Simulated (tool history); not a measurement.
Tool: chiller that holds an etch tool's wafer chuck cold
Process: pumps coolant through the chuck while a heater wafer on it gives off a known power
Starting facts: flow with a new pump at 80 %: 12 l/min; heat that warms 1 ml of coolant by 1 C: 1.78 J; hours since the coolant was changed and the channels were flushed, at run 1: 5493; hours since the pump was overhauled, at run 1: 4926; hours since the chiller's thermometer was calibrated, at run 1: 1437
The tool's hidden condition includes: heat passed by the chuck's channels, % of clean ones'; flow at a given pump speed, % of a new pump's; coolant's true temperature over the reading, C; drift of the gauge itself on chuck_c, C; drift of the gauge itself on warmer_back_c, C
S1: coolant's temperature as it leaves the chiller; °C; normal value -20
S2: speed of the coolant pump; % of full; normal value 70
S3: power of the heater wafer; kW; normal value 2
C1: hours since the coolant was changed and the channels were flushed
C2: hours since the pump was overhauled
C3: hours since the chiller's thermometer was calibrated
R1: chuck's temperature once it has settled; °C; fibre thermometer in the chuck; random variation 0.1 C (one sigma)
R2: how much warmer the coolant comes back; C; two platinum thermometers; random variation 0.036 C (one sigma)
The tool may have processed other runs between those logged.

{"run": 1, "hour": 0.0, "S1": -20, "S2": 70, "S3": 2, "C1": 5493, "C2": 4926, "C3": 1437, "R1": -5.8, "R2": 6.48}
{"run": 2, "hour": 121.1, "S1": -20, "S2": 70, "S3": 2, "C1": 5614, "C2": 5047, "C3": 1558, "R1": -5.7, "R2": 6.44}
{"hour": 169.8, "done": "coolant changed, channels flushed"}
{"run": 3, "hour": 248.4, "S1": -20, "S2": 70, "S3": 2.787, "C1": 79, "C2": 5168, "C3": 1679, "R1": 0, "R2": 9.05}
{"run": 4, "hour": 449.3, "S1": -20, "S2": 70, "S3": 2, "C1": 279, "C2": 5369, "C3": 1880, "R1": -5.8, "R2": 6.49}
{"run": 5, "hour": 535.0, "S1": -20, "S2": 70, "S3": 2, "C1": 365, "C2": 5455, "C3": 1966, "R1": -5.7, "R2": 6.51}
{"run": 6, "hour": 684.2, "S1": -20, "S2": 70, "S3": 1.37, "C1": 514, "C2": 5604, "C3": 2115, "R1": -10.1, "R2": 4.45}
{"run": 7, "hour": 846.8, "S1": -20, "S2": 70, "S3": 2, "C1": 677, "C2": 5767, "C3": 2278, "R1": -5.8, "R2": 6.54}
{"run": 8, "hour": 969.8, "S1": -20, "S2": 70, "S3": 2, "C1": 800, "C2": 5890, "C3": 2401, "R1": -5.6, "R2": 6.55}
{"run": 9, "hour": 1060.3, "S1": -20, "S2": 78, "S3": 2, "C1": 890, "C2": 5980, "C3": 2491, "R1": -7.1, "R2": 5.92}
{"hour": 1155.9, "done": "coolant pump overhauled"}
{"run": 10, "hour": 1247.0, "S1": -20, "S2": 78, "S3": 2, "C1": 1072, "C2": 91, "C3": 2673, "R1": -7, "R2": 5.89}
{"run": 11, "hour": 1382.0, "S1": -20, "S2": 78, "S3": 1.499, "C1": 1207, "C2": 226, "C3": 2808, "R1": -10.3, "R2": 4.48}
{"run": 12, "hour": 1544.4, "S1": -20, "S2": 78, "S3": 1.499, "C1": 1370, "C2": 388, "C3": 2970, "R1": -10.3, "R2": 4.44}
{"run": 13, "hour": 1747.4, "S1": -20, "S2": 78, "S3": 1.499, "C1": 1573, "C2": 591, "C3": 3173, "R1": -10.5, "R2": 4.5}
{"run": 14, "hour": 1858.9, "S1": -20, "S2": 76, "S3": 2, "C1": 1684, "C2": 703, "C3": 3285, "R1": -6.8, "R2": 6.04}
{"hour": 1868.8, "done": "gauge calibrated"}
{"run": 15, "hour": 2069.4, "S1": -20, "S2": 91, "S3": 1.277, "C1": 1895, "C2": 914, "C3": 3495, "R1": -12.8, "R2": 3.21}
{"run": 16, "hour": 2276.2, "S1": -20, "S2": 87, "S3": 2.593, "C1": 2101, "C2": 1120, "C3": 3702, "R1": -4.8, "R2": 6.69}
{"run": 17, "hour": 2377.0, "S1": -29, "S2": 79, "S3": 1.017, "C1": 2202, "C2": 1221, "C3": 3803, "R1": -22.4, "R2": 2.96}
{"run": 18, "hour": 2485.5, "S1": -20, "S2": 100, "S3": 1.046, "C1": 2311, "C2": 1330, "C3": 3911, "R1": -14.7, "R2": 2.39}
{"run": 19, "hour": 2631.5, "S1": -20, "S2": 100, "S3": 1.046, "C1": 2457, "C2": 1476, "C3": 4057, "R1": -14.6, "R2": 2.42}
{"run": 20, "hour": 2790.3, "S1": -19, "S2": 70, "S3": 2, "C1": 2615, "C2": 1634, "C3": 4216, "R1": -4.5, "R2": 6.44}
{"run": 21, "hour": 2952.3, "S1": -19, "S2": 70, "S3": 2, "C1": 2777, "C2": 1796, "C3": 4378, "R1": -4.7, "R2": 6.52}
{"run": 22, "hour": 3112.7, "S1": -18, "S2": 74, "S3": 1.368, "C1": 2938, "C2": 1957, "C3": 4538, "R1": -8.7, "R2": 4.31}
{"hour": 3277.9, "done": "chiller's thermometer calibrated"}
{"run": 23, "hour": 3321.4, "S1": -18, "S2": 80, "S3": 1.318, "C1": 3146, "C2": 2165, "C3": 44, "R1": -9.7, "R2": 3.84}
{"run": 24, "hour": 3460.4, "S1": -20, "S2": 70, "S3": 1.225, "C1": 3285, "C2": 2303, "C3": 183, "R1": -11.1, "R2": 4.09}
{"run": 25, "hour": 3564.9, "S1": -20, "S2": 70, "S3": 1.225, "C1": 3389, "C2": 2408, "C3": 287, "R1": -11.3, "R2": 4.13}
{"run": 26, "hour": 3697.6, "S1": -21, "S2": 70, "S3": 2.774, "C1": 3522, "C2": 2541, "C3": 420, "R1": -1.1, "R2": 9.13}
{"run": 27, "hour": 3898.0, "S1": -23, "S2": 77, "S3": 2.743, "C1": 3722, "C2": 2741, "C3": 620, "R1": -5, "R2": 8.28}
{"run": 28, "hour": 4050.5, "S1": -13, "S2": 72, "S3": 1.007, "C1": 3875, "C2": 2894, "C3": 773, "R1": -6, "R2": 3.39}

Alternative continuations, all from the tool just after run 28; predict every row:
{"run": "A", "hour": 4218.5, "S1": -19, "S2": 65, "S3": 1.419, "C1": 4043, "C2": 3062, "C3": 941, "R1": "?", "R2": "?"}
{"run": "B", "hour": 4218.5, "S1": -26, "S2": 80, "S3": 1.667, "C1": 4043, "C2": 3062, "C3": 941, "R1": "?", "R2": "?"}
{"run": "C", "hour": 4218.5, "S1": -13, "S2": 72, "S3": 2.023, "C1": 4043, "C2": 3062, "C3": 941, "R1": "?", "R2": "?"}

run=A R1=-8.2 R2=5.13
run=B R1=-15.5 R2=4.98
run=C R1=1.2 R2=6.56
With the hidden condition removed and each run's random variation left untouched, the same runs would have given:
run=A R1=-8.2 R2=4.89
run=B R1=-15.5 R2=4.74
run=C R1=1.2 R2=6.32
